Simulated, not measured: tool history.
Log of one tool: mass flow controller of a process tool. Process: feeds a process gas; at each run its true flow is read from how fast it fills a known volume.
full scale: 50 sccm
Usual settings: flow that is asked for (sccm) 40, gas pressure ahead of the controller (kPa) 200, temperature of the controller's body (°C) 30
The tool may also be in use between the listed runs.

| run | hour | flow that is asked for (sccm) | gas pressure ahead of the controller (kPa) | temperature of the controller's body (°C) | true flow (%) |
|---|---|---|---|---|---|
| 1 | 0.0 | 40 | 200 | 30 | 101.35 |
| 2 | 551.1 | 40 | 200 | 30 | 101.29 |
| 3 | 1020.6 | 40 | 200 | 30 | 101.31 |
|  | 1068.1 | controller exchanged for a calibrated one |
| 4 | 1295.6 | 40 | 200 | 30 | 99.43 |
| 5 | 1524.0 | 40 | 200 | 36 | 98.81 |
| 6 | 1804.2 | 30 | 200 | 36 | 98.60 |
| 7 | 2127.0 | 40 | 200 | 30 | 99.33 |
| 8 | 2399.4 | 40 | 200 | 30 | 99.31 |
| 9 | 2908.4 | 40 | 200 | 30 | 99.23 |
| 10 | 3460.5 | 40 | 200 | 30 | 99.34 |
| 11 | 3764.1 | 40 | 200 | 30 | 99.43 |
| 12 | 4248.6 | 40 | 200 | 32 | 99.20 |
| 13 | 4620.9 | 40 | 200 | 32 | 99.15 |
| 14 | 4963.5 | 40 | 200 | 30 | 99.25 |
| 15 | 5242.1 | 40 | 200 | 30 | 99.40 |
| 16 | 5786.7 | 40 | 200 | 30 | 99.28 |
| 17 | 6072.4 | 29 | 153 | 27 | 99.19 |
| 18 | 6453.4 | 29 | 225 | 24 | 99.48 |
| 19 | 6783.6 | 26 | 146 | 23 | 99.35 |
| 20 | 7302.8 | 15 | 183 | 37 | 96.99 |
| 21 | 7771.0 | 15 | 183 | 37 | 96.87 |
| 22 | 8287.2 | 15 | 183 | 37 | 96.69 |
| 23 | 8741.6 | 40 | 212 | 30 | 99.42 |
|  | 8867.7 | controller's zero set anew |
| 24 | 9103.7 | 40 | 212 | 30 | 100.55 |
| 25 | 9418.1 | 40 | 172 | 27 | 100.70 |
| 26 | 9854.4 | 40 | 172 | 27 | 100.86 |
| 27 | 10264.6 | 40 | 172 | 27 | 100.66 |
| 28 | 10671.6 | 35 | 172 | 21 | 101.27 |
| 29 | 11150.8 | 8 | 158 | 34 | 98.44 |
| 30 | 11567.4 | 40 | 173 | 35 | 99.88 |
| 31 | 11880.4 | 13 | 191 | 29 | 99.52 |

5 ways to go on from here, each from the tool as it stands after run 31. What would each give?
| A | 12330.4 | 30 | 200 | 30 | ? |
| B | 12330.4 | 40 | 246 | 20 | ? |
| C | 12330.4 | 40 | 143 | 30 | ? |
| D | 12330.4 | 35 | 185 | 32 | ? |
| E | 12330.4 | 41 | 200 | 21 | ? |

| run | true flow (%) |
|---|---|
| A | 100.05 |
| B | 101.53 |
| C | 100.40 |
| D | 99.99 |
| E | 101.40 |
Without the tool's hidden state the same runs would have given:
| run | true flow (%) |
|---|---|
| A | 99.17 |
| B | 100.49 |
| C | 99.35 |
| D | 99.01 |
| E | 100.35 |
